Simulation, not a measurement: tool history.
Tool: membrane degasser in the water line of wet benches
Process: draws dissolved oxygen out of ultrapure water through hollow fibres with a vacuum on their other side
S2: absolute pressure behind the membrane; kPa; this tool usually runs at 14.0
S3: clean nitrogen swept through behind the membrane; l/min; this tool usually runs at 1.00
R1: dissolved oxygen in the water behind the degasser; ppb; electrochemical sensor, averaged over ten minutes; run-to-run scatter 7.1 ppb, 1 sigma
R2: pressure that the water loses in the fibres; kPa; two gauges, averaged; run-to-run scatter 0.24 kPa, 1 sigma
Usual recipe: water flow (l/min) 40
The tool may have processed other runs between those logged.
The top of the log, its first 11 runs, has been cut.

run 12 day=60.046 | water_flow_(l/min)=40 S2=14.0 S3=1.00 | R1=838.8 R2=66.68
run 13 day=67.096 | water_flow_(l/min)=40 S2=14.0 S3=1.00 | R1=822.8 R2=67.08
run 14 day=72.275 | water_flow_(l/min)=40 S2=14.0 S3=1.00 | R1=835.9 R2=66.95
run 15 day=79.433 | water_flow_(l/min)=40 S2=14.0 S3=1.00 | R1=831.5 R2=67.49
run 16 day=83.412 | water_flow_(l/min)=40 S2=14.0 S3=1.00 | R1=843.5 R2=67.02
run 17 day=87.221 | water_flow_(l/min)=40 S2=14.0 S3=1.00 | R1=841.6 R2=67.05
run 18 day=91.192 | water_flow_(l/min)=40 S2=14.0 S3=1.00 | R1=832.2 R2=67.06
run 19 day=98.267 | water_flow_(l/min)=40 S2=14.0 S3=1.00 | R1=843.6 R2=67.03
run 20 day=102.888 | water_flow_(l/min)=60 S2=14.0 S3=1.00 | R1=1194.1 R2=101.46
run 21 day=108.717 | water_flow_(l/min)=42 S2=32.3 S3=2.34 | R1=1100.5 R2=70.30
run 22 day=116.329 | water_flow_(l/min)=52 S2=9.7 S3=2.75 | R1=378.9 R2=87.78
run 23 day=122.100 | water_flow_(l/min)=52 S2=23.3 S3=0.44 | R1=2738.7 R2=87.77
run 24 day=129.912 | water_flow_(l/min)=44 S2=13.4 S3=0.81 | R1=992.6 R2=74.72
run 25 day=135.046 | water_flow_(l/min)=44 S2=13.4 S3=0.81 | R1=1013.4 R2=74.42
run 26 day=139.708 | water_flow_(l/min)=40 S2=26.9 S3=1.73 | R1=1109.4 R2=67.98
run 27 day=147.608 | water_flow_(l/min)=40 S2=26.9 S3=1.73 | R1=1110.1 R2=67.50
run 28 day=151.333 | water_flow_(l/min)=40 S2=26.9 S3=1.03 | R1=1629.7 R2=67.77
run 29 day=158.608 | water_flow_(l/min)=40 S2=14.9 S3=1.13 | R1=830.5 R2=67.71
run 30 day=163.683 | water_flow_(l/min)=40 S2=14.9 S3=1.13 | R1=841.0 R2=68.10
run 31 day=169.688 | water_flow_(l/min)=32 S2=29.1 S3=1.30 | R1=1230.4 R2=54.43
run 32 day=175.579 | water_flow_(l/min)=44 S2=18.4 S3=1.00 | R1=1226.3 R2=75.36
run 33 day=179.938 | water_flow_(l/min)=47 S2=11.7 S3=1.20 | R1=725.0 R2=79.76

Consider 3 possible next runs. They are alternatives, not a sequence: every one starts from the tool as it was left by run 33. What does each give?
run A day=183.183 | water_flow_(l/min)=42 S2=11.7 S3=1.20 | R1=? R2=?
run B day=183.183 | water_flow_(l/min)=47 S2=24.4 S3=0.64 | R1=? R2=?
run C day=183.183 | water_flow_(l/min)=27 S2=14.0 S3=2.35 | R1=? R2=?

run=A R1=637.8 R2=71.64
run=B R1=2240.8 R2=80.74
run=C R1=297.4 R2=46.09
What these runs would have given with no unlogged condition in the tool:
run=A R1=605.3 R2=66.16
run=B R1=2207.9 R2=74.58
run=C R1=286.2 R2=42.56
